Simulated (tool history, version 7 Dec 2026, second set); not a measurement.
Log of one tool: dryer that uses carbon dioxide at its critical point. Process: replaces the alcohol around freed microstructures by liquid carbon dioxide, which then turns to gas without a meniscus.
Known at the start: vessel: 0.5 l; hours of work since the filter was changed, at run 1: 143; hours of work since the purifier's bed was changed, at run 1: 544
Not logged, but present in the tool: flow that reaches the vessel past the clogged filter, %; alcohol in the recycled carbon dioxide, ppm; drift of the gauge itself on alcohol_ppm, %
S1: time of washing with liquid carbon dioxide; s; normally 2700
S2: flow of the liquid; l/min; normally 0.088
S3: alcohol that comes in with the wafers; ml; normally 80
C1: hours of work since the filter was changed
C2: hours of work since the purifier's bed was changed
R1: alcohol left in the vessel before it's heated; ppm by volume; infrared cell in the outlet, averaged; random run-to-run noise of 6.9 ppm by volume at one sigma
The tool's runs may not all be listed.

| run | hour | S1 | S2 | S3 | C1 | C2 | R1 |
|---|---|---|---|---|---|---|---|
| 1 | 0 | 2700 | 0.088 | 80 | 143 | 544 | 649 |
| 2 | 28.1 | 4080 | 0.088 | 80 | 164 | 565 | 208 |
| 3 | 51.2 | 4080 | 0.088 | 80 | 181 | 582 | 218 |
| 4 | 81.2 | 2700 | 0.088 | 80 | 203 | 604 | 755 |
| 5 | 101.5 | 2700 | 0.088 | 80 | 218 | 619 | 786 |
| 6 | 119.3 | 2700 | 0.088 | 80 | 231 | 632 | 812 |
| 7 | 148.7 | 3900 | 0.088 | 80 | 252 | 654 | 258 |
| 8 | 177.5 | 2700 | 0.088 | 80 | 274 | 675 | 866 |
|  | 193 | purifier's bed changed |
| 9 | 210.4 | 2700 | 0.088 | 80 | 295 | 13 | 714 |
| 10 | 229 | 2700 | 0.088 | 80 | 309 | 26 | 788 |
| 11 | 246.5 | 2700 | 0.088 | 80 | 322 | 39 | 802 |
| 12 | 269.3 | 2700 | 0.088 | 80 | 339 | 56 | 796 |
|  | 278.7 | inlet filter changed |
| 13 | 293.9 | 2700 | 0.088 | 80 | 11 | 73 | 359 |
| 14 | 323.8 | 1740 | 0.131 | 106 | 33 | 95 | 639 |
| 15 | 343.8 | 2040 | 0.0783 | 47 | 48 | 110 | 1581 |
| 16 | 367.4 | 1860 | 0.115 | 72 | 65 | 127 | 668 |
| 17 | 384.4 | 2700 | 0.0692 | 30 | 78 | 140 | 572 |
| 18 | 411.9 | 2340 | 0.102 | 45 | 98 | 160 | 281 |
| 19 | 434.6 | 1740 | 0.1057 | 37 | 114 | 177 | 791 |
| 20 | 464.7 | 3240 | 0.0649 | 80 | 137 | 199 | 906 |
| 21 | 494.8 | 3240 | 0.0649 | 80 | 159 | 221 | 994 |
| 22 | 514 | 2700 | 0.0675 | 112 | 173 | 235 | 2690 |
| 23 | 544.9 | 3540 | 0.0696 | 80 | 195 | 258 | 487 |
| 24 | 570.9 | 3720 | 0.1432 | 22 | 214 | 277 | 88 |
| 25 | 585.1 | 2700 | 0.1382 | 27 | 225 | 287 | 96 |

Predict each of these 3 candidate next runs independently; none follows another, all start after run 25:
| A | 609.9 | 2700 | 0.088 | 24 | 243 | 305 | ? |
| B | 609.9 | 3900 | 0.0945 | 67 | 243 | 305 | ? |
| C | 609.9 | 2700 | 0.0613 | 80 | 243 | 305 | ? |

| run | R1 |
|---|---|
| A | 271 |
| B | 120 |
| C | 3301 |
The same runs, with their run-to-run variation unchanged, on a tool lacking any hidden condition would have given:
| run | R1 |
|---|---|
| A | 95 |
| B | 13 |
| C | 2076 |
